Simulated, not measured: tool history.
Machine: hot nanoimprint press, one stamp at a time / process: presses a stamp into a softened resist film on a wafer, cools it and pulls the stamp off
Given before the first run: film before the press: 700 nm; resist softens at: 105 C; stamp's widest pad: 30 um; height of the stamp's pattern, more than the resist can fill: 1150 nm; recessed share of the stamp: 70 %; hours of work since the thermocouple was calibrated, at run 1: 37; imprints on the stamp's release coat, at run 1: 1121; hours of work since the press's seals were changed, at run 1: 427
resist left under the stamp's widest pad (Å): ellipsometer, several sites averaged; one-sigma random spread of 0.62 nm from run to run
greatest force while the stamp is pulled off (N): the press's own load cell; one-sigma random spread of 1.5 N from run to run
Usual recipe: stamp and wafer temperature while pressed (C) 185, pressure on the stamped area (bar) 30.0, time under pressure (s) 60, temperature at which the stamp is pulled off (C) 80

run	hour	stamp and wafer temperature while pressed (C)	pressure on the stamped area (bar)	time under pressure (s)	temperature at which the stamp is pulled off (C)	hours of work since the thermocouple was calibrated	imprints on the stamp's release coat	hours of work since the press's seals were changed	resist left under the stamp's widest pad (Å)	greatest force while the stamp is pulled off (N)
1	0.0	185	30.0	60	80	37	1121	427	2603	159
2	21.6	185	30.0	60	80	49	1170	438	2609	159
3	32.0	185	30.0	60	80	54	1193	444	2614	162
4	49.4	185	30.0	60	80	63	1232	453	2621	164
5	69.3	185	41.0	60	80	73	1277	463	2278	165
# hour 83.4: stamp cleaned and given a new release coat
6	89.1	185	41.0	60	80	80	13	470	2282	142
7	110.7	185	41.0	60	80	91	61	481	2269	141
8	132.3	185	30.0	60	74	103	110	492	2621	146
9	149.7	185	30.0	60	74	112	149	501	2629	150
10	159.4	181	30.0	60	74	117	170	506	2977	151
11	170.1	181	30.0	60	74	122	194	512	3011	148
12	183.0	181	30.0	60	74	129	223	518	3013	151
13	193.2	185	30.0	60	67	134	246	524	2629	157
14	205.4	185	30.0	60	67	140	274	530	2629	158
15	217.9	185	30.0	60	67	147	302	536	2630	157
16	233.8	185	30.0	60	67	155	337	545	2625	161
17	248.2	193	29.0	44	78	162	370	552	2357	149
18	265.1	193	29.0	44	80	171	407	561	2347	149
19	284.8	182	30.0	35	80	181	452	571	3592	151
20	301.6	182	36.3	60	80	190	489	580	2691	150
21	316.2	182	36.3	97	75	197	522	587	2201	155
22	328.8	196	19.5	60	67	204	550	594	2265	162
23	350.3	185	29.4	60	74	215	598	605	2674	158
24	362.9	185	31.2	91	74	222	627	611	2180	159
25	382.2	185	31.2	91	74	232	670	621	2193	160
26	393.4	183	30.7	51	83	237	695	627	3010	151
27	405.2	187	30.0	60	80	243	722	633	2484	153
28	421.8	185	43.8	60	80	252	759	642	2243	154
29	436.3	185	30.0	60	86	259	791	649	2662	146
30	454.0	185	30.0	60	86	269	831	658	2665	153

What if the next run were any one of these 4? Each begins from the tool's condition after run 30:
A	469.9	180	27.3	60	79	277	867	666	?	?
B	469.9	188	30.0	109	86	277	867	666	?	?
C	469.9	185	30.0	100	80	277	867	666	?	?
D	469.9	185	47.1	60	86	277	867	666	?	?

run	resist left under the stamp's widest pad (Å)	greatest force while the stamp is pulled off (N)
A	3272	155
B	1852	149
C	2133	154
D	2178	151
Without the tool's unlogged condition, the same runs would have read:
run	resist left under the stamp's widest pad (Å)	greatest force while the stamp is pulled off (N)
A	3191	140
B	1799	134
C	2072	139
D	2097	136
